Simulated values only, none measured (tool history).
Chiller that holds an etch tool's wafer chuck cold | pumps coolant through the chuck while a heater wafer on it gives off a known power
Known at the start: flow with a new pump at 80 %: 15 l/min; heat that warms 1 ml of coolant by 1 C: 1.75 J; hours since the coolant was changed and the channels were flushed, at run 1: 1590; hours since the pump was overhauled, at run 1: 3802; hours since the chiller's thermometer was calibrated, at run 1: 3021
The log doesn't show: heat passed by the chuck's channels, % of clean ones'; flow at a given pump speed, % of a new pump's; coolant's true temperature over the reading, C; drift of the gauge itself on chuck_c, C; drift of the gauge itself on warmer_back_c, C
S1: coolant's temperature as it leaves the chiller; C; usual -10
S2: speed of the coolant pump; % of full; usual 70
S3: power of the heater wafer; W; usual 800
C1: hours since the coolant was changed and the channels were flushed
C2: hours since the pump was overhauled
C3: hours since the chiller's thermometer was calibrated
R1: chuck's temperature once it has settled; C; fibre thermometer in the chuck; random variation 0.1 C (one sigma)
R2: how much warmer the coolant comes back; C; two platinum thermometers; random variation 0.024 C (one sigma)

run	day	S1	S2	S3	C1	C2	C3	R1	R2
1	0	-10	70	800	1590	3802	3021	-3.1	2.12
2	1.938	-10	70	800	1636	3849	3068	-2.9	2.14
3	3.871	-10	70	452	1682	3895	3114	-6	1.19
4	4.912	-17	70	800	1707	3920	3139	-9.8	2.13
5	6.9	-17	70	800	1755	3968	3187	-9.8	2.11
6	7.771	-17	70	800	1776	3989	3208	-9.9	2.12
7	8.846	-17	70	457	1802	4014	3234	-13.1	1.19
8	9.704	-10	70	425	1822	4035	3254	-6.2	1.08
9	10.812	-10	70	425	1849	4062	3281	-6.3	1.15
10	12.292	-18	70	800	1885	4097	3316	-10.8	2.14
11	13.842	-18	70	800	1922	4134	3353	-10.8	2.15
12	14.742	-10	70	866	1943	4156	3375	-2.3	2.29
13	16.267	-6	79	866	1980	4193	3412	0.9	2.02
14	17.208	-6	79	866	2003	4215	3434	0.9	2.01
15	18.942	-8	79	955	2044	4257	3476	-0.3	2.24
16	20.45	-8	79	955	2080	4293	3512	-0.2	2.22
17	21.662	-1	70	800	2109	4322	3541	5.9	2.15
18	22.521	-1	70	800	2130	4343	3562	6.2	2.15
19	24.396	-10	99	630	2175	4388	3607	-5.8	1.12
20	25.617	-10	99	630	2204	4417	3636	-5.8	1.14

Forecast each of these 3 alternatives for the next run:
A	26.958	-10	70	714	2237	4449	3668	?	?
B	26.958	0	93	800	2237	4449	3668	?	?
C	26.958	-10	70	552	2237	4449	3668	?	?

run	R1	R2
A	-3.6	1.89
B	5.7	1.59
C	-5	1.46
Without the tool's hidden state the same runs would have given:
run	R1	R2
A	-3.6	1.89
B	5.7	1.59
C	-5	1.46

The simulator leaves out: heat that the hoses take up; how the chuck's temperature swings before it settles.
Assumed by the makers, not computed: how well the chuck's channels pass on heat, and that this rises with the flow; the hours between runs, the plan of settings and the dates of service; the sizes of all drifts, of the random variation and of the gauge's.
